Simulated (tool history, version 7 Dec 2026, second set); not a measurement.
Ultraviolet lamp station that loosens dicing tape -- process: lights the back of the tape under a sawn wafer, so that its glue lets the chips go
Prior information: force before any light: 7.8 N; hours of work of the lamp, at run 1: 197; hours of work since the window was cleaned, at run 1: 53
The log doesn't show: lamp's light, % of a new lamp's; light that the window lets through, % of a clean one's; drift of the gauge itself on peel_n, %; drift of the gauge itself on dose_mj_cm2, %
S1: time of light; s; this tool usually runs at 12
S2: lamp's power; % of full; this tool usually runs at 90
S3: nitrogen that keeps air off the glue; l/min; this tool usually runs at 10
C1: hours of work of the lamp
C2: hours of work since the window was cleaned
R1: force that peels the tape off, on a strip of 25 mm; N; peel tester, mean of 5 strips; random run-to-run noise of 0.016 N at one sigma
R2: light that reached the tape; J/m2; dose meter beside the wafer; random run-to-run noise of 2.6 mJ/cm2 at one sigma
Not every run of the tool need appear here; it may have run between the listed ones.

run    hour  S1  S2  S3   C1   C2     R1    R2
  1       0  12  90  10  197   53   0.73  3310
  2    34.9  12  90  10  219   75  0.774  3300
  3    69.8  12  90  10  240   97  0.739  3340
  4   109.3  12  90  10  265  122   0.76  3330
  5   135.8  12  90  10  282  138  0.757  3310
  6   165.5  12  90  10  301  157  0.741  3310
  7   182.4  12  76  10  311  168  1.065  2830
  8   215.5  12  81  10  332  189  0.934  2970
  9   232.7  12  81  10  343  199  0.914  3010
 10   253.6  12  81  10  356  213  0.953  3020
 11   289.8  12  90  10  379  235   0.75  3320
 12   309.9  12  90  10  392  248  0.752  3320
 13   346.3  12  90  11  415  271  0.701  3340
 14   371.9  14  90  11  431  287  0.506  3870
 15   394.9  12  67  10  445  302  1.296  2480
 16     424  12  82  10  464  320  0.914  3040
      436.1  -- window cleaned of glue's vapour
 17   462.3  12  82  10  488   16  0.908  3000
 18   486.9  12  90  10  503   32  0.728  3360
 19   509.6  12  90  10  517   46  0.748  3310
 20   541.5  12  90   6  538   66  1.023  3300
 21     574  12  90   6  558   87   1.09  3330
 22   611.3  12  90  14  581  110  0.621  3350
 23   630.1  16  67  11  593  122  0.695  3290
 24     666  14  67  11  616  145  0.897  2870
 25     688   8  83   4  630  159  2.598  2020
 26   722.4  17  61   4  652  180   1.42  3180
 27   759.9  17  61   3  675  204  1.704  3200
 28   780.1   9  68  10  688  217  1.967  1910
 29   809.2   7  79   4  706  235  3.128  1700
 30   830.5   7  90   7  720  249   2.13  1970
 31   852.4   7  90   7  734  262  2.091  1930
 32   869.4   7  65   3  744  273  3.979  1390
 33   909.1   7  65   3  769  298  3.959  1410
 34   935.6  23  65   3  786  315  0.918  4590
      946.8  -- lamp changed
      958.4  -- window cleaned of glue's vapour
 35   973.5  20  71   4   16    9   0.85  4390
 36  1008.1  20  71   4   38   31  0.833  4350
 37  1033.2  12  87  13   54   47  0.696  3220
 38  1071.9  12  87  13   79   72  0.705  3230
 39  1110.9  12  87  13  103   96   0.71  3220
 40  1142.9  13  87  13  123  116  0.597  3430
 41  1164.3  10  72  13  137  130  1.318  2270
 42  1203.2  10  72  13  161  154  1.333  2260
 43    1242  12  63   4  186  179   2.19  2360
 44  1261.4   7  79   6  198  191  2.674  1700

Branching from run 44: 3 alternative next runs. What would each branch give?
  A  1279.1   7  87   7  209  202   ?   ?
  B  1279.1   6  67  15  209  202   ?   ?
  C  1279.1   7  79  18  209  202   ?   ?

run     R1    R2
  A  2.268  1870
  B  2.807  1280
  C  1.788  1680
What these runs would have given with no unlogged condition in the tool:
run     R1    R2
  A  2.264  1880
  B  2.803  1290
  C  1.784  1680
